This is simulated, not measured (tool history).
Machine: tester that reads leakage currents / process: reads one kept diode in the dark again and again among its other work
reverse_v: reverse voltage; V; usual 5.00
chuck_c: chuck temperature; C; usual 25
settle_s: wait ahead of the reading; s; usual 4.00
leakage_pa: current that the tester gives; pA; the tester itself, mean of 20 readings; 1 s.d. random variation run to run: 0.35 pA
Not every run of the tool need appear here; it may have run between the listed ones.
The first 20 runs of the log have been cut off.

| run | hour | reverse_v | chuck_c | settle_s | hours of work since the probe card was cleaned | hours of work since the tester was calibrated | hours of work since the chuck was calibrated | leakage_pa |
|---|---|---|---|---|---|---|---|---|
|  | 4043.7 | tester calibrated |
| 21 | 4093.5 | 5.22 | 24 | 1.02 | 1590 | 33 | 408 | 108.43 |
| 22 | 4242.8 | 5.22 | 24 | 1.02 | 1687 | 130 | 505 | 108.32 |
| 23 | 4364.1 | 18.47 | 25 | 4.75 | 1767 | 210 | 585 | 184.67 |
| 24 | 4632.4 | 1.06 | 22 | 7.91 | 1942 | 385 | 760 | 49.44 |
| 25 | 4902.9 | 1.06 | 22 | 7.91 | 2119 | 562 | 937 | 50.04 |
| 26 | 5185.0 | 9.79 | 36 | 4.00 | 2304 | 747 | 1122 | 368.28 |
|  | 5333.4 | probe card cleaned and baked |
| 27 | 5368.3 | 9.79 | 36 | 4.00 | 23 | 865 | 1240 | 367.73 |
| 28 | 5512.4 | 5.00 | 35 | 4.00 | 117 | 959 | 1334 | 265.00 |
| 29 | 5772.7 | 5.00 | 59 | 4.00 | 287 | 1129 | 1504 | 1636.41 |
| 30 | 6024.6 | 3.97 | 23 | 5.96 | 452 | 1294 | 1669 | 88.50 |

Forecast run 31:
| 31 | 6243.7 | 5.00 | 36 | 4.44 | 595 | 1437 | 1812 | ? |

Run 31 produced leakage_pa 287.74 pA.
If the tool had no hidden condition, the same run with the same run-to-run variation would have returned leakage_pa 287.98 pA.
